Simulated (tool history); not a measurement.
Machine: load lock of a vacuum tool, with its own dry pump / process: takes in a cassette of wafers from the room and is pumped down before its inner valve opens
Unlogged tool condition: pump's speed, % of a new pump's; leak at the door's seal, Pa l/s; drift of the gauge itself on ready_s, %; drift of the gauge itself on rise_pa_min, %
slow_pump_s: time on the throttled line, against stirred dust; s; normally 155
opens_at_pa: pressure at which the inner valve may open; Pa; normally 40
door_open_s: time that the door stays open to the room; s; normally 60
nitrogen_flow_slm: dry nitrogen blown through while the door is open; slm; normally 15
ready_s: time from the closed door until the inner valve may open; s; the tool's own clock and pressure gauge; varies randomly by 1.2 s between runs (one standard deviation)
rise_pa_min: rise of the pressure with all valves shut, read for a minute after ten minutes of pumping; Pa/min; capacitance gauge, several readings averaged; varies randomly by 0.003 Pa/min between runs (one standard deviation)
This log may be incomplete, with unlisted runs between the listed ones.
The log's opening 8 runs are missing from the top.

run    hour  slow_pump_s  opens_at_pa  door_open_s  nitrogen_flow_slm  hours that the pump has run since its overhaul  times that the door has closed on its seal  incoming humidity of the room's air, %  ready_s  rise_pa_min
  9  2102.3          155           40           60                 27                                            7789                                       49949                                    48.5    210.0        0.357
 10  2403.8          175           40           60                 15                                            8090                                       51013                                    47.9    226.8        0.389
 11  2623.3          175           40           60                 15                                            8310                                       51788                                    43.1    226.2        0.381
 12  2910.1          175           40           60                 15                                            8596                                       52799                                    44.7    225.1        0.391
 13  3119.1          175           40           60                 15                                            8805                                       53537                                    45.7    228.4        0.399
 14  3479.0          175           40           60                 15                                            9165                                       54807                                    43.4    226.3        0.424
 15  3723.1          155           40           60                 15                                            9409                                       55668                                    44.0    210.1        0.423
 16  4004.4          155           40           60                 17                                            9691                                       56660                                    43.1    209.7        0.438
 17  4236.6          155           40           60                 33                                            9923                                       57480                                    44.2    211.4        0.430
 18  4456.8          155           40           60                 33                                           10143                                       58257                                    46.1    210.8        0.444
 19  4763.2          155           40           60                 33                                           10450                                       59338                                    46.9    212.3        0.462

Forecast run 20:
 20  5032.2          171           40           60                 34                                           10719                                       60287                                    45.0        ?            ?

Logged for run 20: ready_s 222.9 s, rise_pa_min 0.465 Pa/min.
Minus the tool's unlogged condition, the same run would have read ready_s 214.5 s, rise_pa_min 0.010 Pa/min.

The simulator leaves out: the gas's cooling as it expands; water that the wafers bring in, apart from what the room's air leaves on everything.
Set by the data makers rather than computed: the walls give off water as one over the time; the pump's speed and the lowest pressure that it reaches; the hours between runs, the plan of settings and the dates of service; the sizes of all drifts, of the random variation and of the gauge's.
